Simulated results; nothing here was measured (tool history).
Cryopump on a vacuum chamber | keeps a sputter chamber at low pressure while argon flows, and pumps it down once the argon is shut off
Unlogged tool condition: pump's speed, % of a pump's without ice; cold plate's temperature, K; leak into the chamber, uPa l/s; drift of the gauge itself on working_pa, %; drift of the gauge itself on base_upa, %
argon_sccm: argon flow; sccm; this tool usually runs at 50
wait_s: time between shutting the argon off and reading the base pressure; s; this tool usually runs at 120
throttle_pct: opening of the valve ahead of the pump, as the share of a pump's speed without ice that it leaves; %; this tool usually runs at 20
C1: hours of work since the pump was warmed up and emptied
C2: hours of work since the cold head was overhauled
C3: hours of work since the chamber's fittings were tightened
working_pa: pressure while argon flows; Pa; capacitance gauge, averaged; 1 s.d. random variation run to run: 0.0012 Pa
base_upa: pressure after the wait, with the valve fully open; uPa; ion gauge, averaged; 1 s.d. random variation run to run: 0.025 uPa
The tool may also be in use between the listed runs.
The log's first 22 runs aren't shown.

At hour 1831.3: leaking fittings of the chamber tightened, without venting.
Run 23, hour 1909.5: usual settings but argon_sccm 32 sccm; C1 458; C2 4287; C3 49. Result: working_pa 0.1851 Pa, base_upa 1.07 uPa.
Run 24, hour 2031.7: usual settings but argon_sccm 32 sccm, wait_s 61 s, throttle_pct 26 %; C1 535; C2 4364; C3 126. Result: working_pa 0.1488 Pa, base_upa 1.82 uPa.
Run 25, hour 2117.8: usual settings but argon_sccm 34 sccm, wait_s 61 s, throttle_pct 33 %; C1 590; C2 4419; C3 181. Result: working_pa 0.1289 Pa, base_upa 1.8 uPa.
Run 26, hour 2174.7: usual settings but argon_sccm 33 sccm, wait_s 266 s; C1 626; C2 4455; C3 217. Result: working_pa 0.1976 Pa, base_upa 0.62 uPa.
Run 27, hour 2283.9: usual settings but wait_s 75 s; C1 695; C2 4523; C3 286. Result: working_pa 0.301 Pa, base_upa 1.58 uPa.
At hour 2336.9: pump warmed up, emptied and cooled again.
Run 28, hour 2383.8: usual settings but wait_s 75 s; C1 30; C2 4583; C3 346. Result: working_pa 0.278 Pa, base_upa 1.48 uPa.
Run 29, hour 2453.7: usual settings but wait_s 85 s, throttle_pct 55 %; C1 74; C2 4628; C3 390. Result: working_pa 0.1051 Pa, base_upa 1.3 uPa.
Run 30, hour 2547.8: usual settings but argon_sccm 25 sccm, throttle_pct 47 %; C1 133; C2 4687; C3 449. Result: working_pa 0.0604 Pa, base_upa 1.03 uPa.
Run 31, hour 2650.7: usual settings but argon_sccm 25 sccm, throttle_pct 47 %; C1 198; C2 4752; C3 514. Result: working_pa 0.0629 Pa, base_upa 1.07 uPa.
Run 32, hour 2761.5: usual settings but argon_sccm 74 sccm, wait_s 103 s, throttle_pct 25 %; C1 268; C2 4822; C3 584. Result: working_pa 0.3393 Pa, base_upa 1.21 uPa.
Run 33, hour 2819.2: usual settings but argon_sccm 74 sccm, wait_s 103 s, throttle_pct 25 %; C1 305; C2 4858; C3 620. Result: working_pa 0.3404 Pa, base_upa 1.24 uPa.

Here are 4 independent what-if runs from the current tool condition. What would each one return?
Run A, hour 2890: usual settings but argon_sccm 68 sccm, wait_s 272 s, throttle_pct 39 %; C1 349; C2 4903; C3 665. Result: working_pa ?, base_upa ?.
Run B, hour 2890: usual settings but argon_sccm 48 sccm, wait_s 155 s, throttle_pct 15 %; C1 349; C2 4903; C3 665. Result: working_pa ?, base_upa ?.
Run C, hour 2890: usual settings but argon_sccm 72 sccm, wait_s 29 s, throttle_pct 46 %; C1 349; C2 4903; C3 665. Result: working_pa ?, base_upa ?.
Run D, hour 2890: usual settings but argon_sccm 61 sccm, wait_s 179 s, throttle_pct 17 %; C1 349; C2 4903; C3 665. Result: working_pa ?, base_upa ?.

run  working_pa  base_upa
  A      0.2083      0.66
  B       0.363      0.98
  C      0.1893      3.55
  D      0.4067      0.82
Without the tool's unlogged condition, the same runs would have read:
run  working_pa  base_upa
  A      0.1897      0.51
  B      0.3498      0.82
  C      0.1697      3.39
  D      0.3901      0.67
